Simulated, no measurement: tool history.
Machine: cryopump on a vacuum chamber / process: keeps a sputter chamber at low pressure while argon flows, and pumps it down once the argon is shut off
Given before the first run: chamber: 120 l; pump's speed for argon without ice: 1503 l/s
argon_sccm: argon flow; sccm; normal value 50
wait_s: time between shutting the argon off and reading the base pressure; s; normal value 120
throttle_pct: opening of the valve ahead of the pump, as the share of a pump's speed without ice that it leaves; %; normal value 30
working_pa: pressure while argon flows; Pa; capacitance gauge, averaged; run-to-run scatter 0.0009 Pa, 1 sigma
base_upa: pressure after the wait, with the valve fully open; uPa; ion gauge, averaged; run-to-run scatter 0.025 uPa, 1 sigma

run,hour,argon_sccm,wait_s,throttle_pct,working_pa,base_upa
1,0,50,120,30,0.1963,2
2,31.9,50,120,30,0.1966,1.98
3,52.6,50,120,30,0.1973,2.04
4,79.8,50,120,30,0.1966,2.06
5,107.6,50,120,30,0.1968,2.05
6,123.2,50,120,30,0.1975,2.05
7,142.4,50,120,57,0.1105,2.06
8,171.1,50,120,57,0.1108,2.12
9,188,50,120,22,0.2684,2.08
10,209.7,50,120,30,0.2005,2.09
11,228.1,50,120,30,0.1992,2.08
12,257.9,80,120,30,0.3217,2.22
13,271.7,80,120,30,0.3212,2.22
14,290.7,80,120,30,0.321,2.08
15,311.3,50,133,26,0.2311,2.1
16,333.9,27,120,37,0.0898,2.17
17,366.1,45,141,19,0.2786,2.06
18,393.9,66,120,30,0.269,2.26
19,423.9,66,120,30,0.2681,2.28
20,440.9,66,120,30,0.2703,2.23
21,454.3,27,118,35,0.0956,2.28
22,484.2,27,118,35,0.0959,2.29
23,505.9,27,118,35,0.096,2.33
24,527.3,54,120,17,0.3759,2.37

Below are 5 alternative next runs, each starting from the tool's condition after run 24. Predict each:
A,548.3,62,64,24,?,?
B,548.3,50,120,29,?,?
C,548.3,27,72,36,?,?
D,548.3,43,79,28,?,?
E,548.3,48,120,22,?,?

run,working_pa,base_upa
A,0.3124,3.06
B,0.2101,2.39
C,0.094,2.92
D,0.1903,2.75
E,0.2631,2.37
The same runs, with their run-to-run variation unchanged, on a tool lacking any hidden condition would have given:
run,working_pa,base_upa
A,0.29,1.71
B,0.1922,1.04
C,0.0843,1.56
D,0.1747,1.43
E,0.2458,1.01

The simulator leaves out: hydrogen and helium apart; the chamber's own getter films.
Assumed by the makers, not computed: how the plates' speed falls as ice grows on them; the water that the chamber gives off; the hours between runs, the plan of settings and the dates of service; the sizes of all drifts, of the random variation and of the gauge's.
